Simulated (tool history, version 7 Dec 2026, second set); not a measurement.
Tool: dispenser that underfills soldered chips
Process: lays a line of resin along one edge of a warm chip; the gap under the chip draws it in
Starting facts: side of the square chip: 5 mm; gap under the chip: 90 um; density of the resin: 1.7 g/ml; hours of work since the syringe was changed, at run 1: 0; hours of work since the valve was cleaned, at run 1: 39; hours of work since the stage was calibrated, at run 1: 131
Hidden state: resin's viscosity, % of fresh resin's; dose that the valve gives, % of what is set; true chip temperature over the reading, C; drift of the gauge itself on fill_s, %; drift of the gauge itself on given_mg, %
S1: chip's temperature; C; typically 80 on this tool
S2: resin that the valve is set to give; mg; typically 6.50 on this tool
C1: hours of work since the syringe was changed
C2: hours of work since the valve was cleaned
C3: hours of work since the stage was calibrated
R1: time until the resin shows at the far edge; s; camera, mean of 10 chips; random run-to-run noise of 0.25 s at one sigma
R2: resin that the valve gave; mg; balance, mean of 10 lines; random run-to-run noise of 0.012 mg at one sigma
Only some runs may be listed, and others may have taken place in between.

run   hour  S1    S2  C1  C2   C3    R1    R2
  1    0.0  80  6.50   0  39  131   7.8  6.39
  2   10.1  80  6.50   8  47  139  11.4  6.37
      12.1  -- new syringe of resin
  3   20.1  80  7.79   6  55  147  10.4  7.59
      24.8  -- new syringe of resin
  4   26.7  80  7.79   1  60  152   8.4  7.59
  5   33.0  80  6.06   6  65  157  11.0  5.88
      37.2  -- new syringe of resin
  6   38.0  95  6.50   1  68  160   4.2  6.29
  7   45.0  95  5.85   6  74  166   5.5  5.64
      49.6  -- new syringe of resin
      50.6  -- dispensing valve cleaned and set on the balance
  8   57.2  95  5.85   5   5  174   5.3  5.84
      63.2  -- new syringe of resin
  9   67.8  95  5.85   4  13  182   5.3  5.81
      75.5  -- new syringe of resin
 10   78.1  95  5.85   2  21  190   4.7  5.78
      87.9  -- new syringe of resin
 11   87.9  95  5.85   0  28  197   4.1  5.75
 12   95.8  87  6.50   6  35  204   7.8  6.39
     100.0  -- new syringe of resin
 13  103.5  87  6.50   3  40  209   6.6  6.36
     112.3  -- new syringe of resin
 14  115.0  87  6.50   2  49  218   7.2  6.33
     125.1  -- new syringe of resin
 15  125.8  87  6.50   1  57  226   6.5  6.34
 16  133.5  80  7.75   7  63  232  10.6  7.51
     137.2  -- new syringe of resin
 17  139.4  80  7.75   2  68  237   8.6  7.50
 18  148.8  74  7.67   9  75  244  15.8  7.38
     149.6  -- new syringe of resin
     153.2  -- dispensing valve cleaned and set on the balance
 19  155.3  78  5.94   4   2  248  10.6  5.93
     162.7  -- new syringe of resin
 20  164.2  83  5.70   1   8  255   7.6  5.66
 21  169.1  83  5.70   5  12  259   9.6  5.66
     175.0  -- new syringe of resin
 22  178.9  79  8.21   3  20  266   9.7  8.14
 23  184.0  79  8.21   7  24  270  11.4  8.10
     187.6  -- new syringe of resin
 24  194.5  81  6.43   5  32  278  10.1  6.31
     200.3  -- new syringe of resin
 25  200.3  79  7.09   0  36  282   8.4  6.95
 26  205.4  74  7.20   4  40  286  12.7  7.05
 27  211.5  74  7.20   9  45  291  15.5  7.04
     212.7  -- new syringe of resin
 28  217.9  74  7.20   4  49  296  12.4  7.01
 29  223.7  74  7.20   9  54  300  15.2  7.00
     224.9  -- new syringe of resin
 30  233.5  76  6.50   7  61  308  13.3  6.29
     237.9  -- new syringe of resin
 31  244.2  67  5.58   5  69  316  18.4  5.38
     250.1  -- new syringe of resin
 32  252.2  72  8.25   2  75  322  12.0  7.95
     255.4  -- dispensing valve cleaned and set on the balance
 33  260.0  74  7.87   7   4  327  14.2  7.84
     263.7  -- new syringe of resin
 34  270.8  81  6.95   6  12  335   9.8  6.91

Below are 3 alternative next runs, each starting from the tool's condition after run 34. Predict each:
     275.7  -- new syringe of resin
  A  280.9  72  6.95   4  19  343   ?   ?
     275.7  -- new syringe of resin
  B  280.9  90  6.95   4  19  343   ?   ?
     275.7  -- new syringe of resin
  C  280.9  76  5.87   4  19  343   ?   ?

run    R1    R2
  A  13.5  6.89
  B   6.5  6.86
  C  11.6  5.81
Had the tool no hidden state, the same runs would have come out as:
run    R1    R2
  A  10.9  6.96
  B   5.2  6.93
  C   9.4  5.87
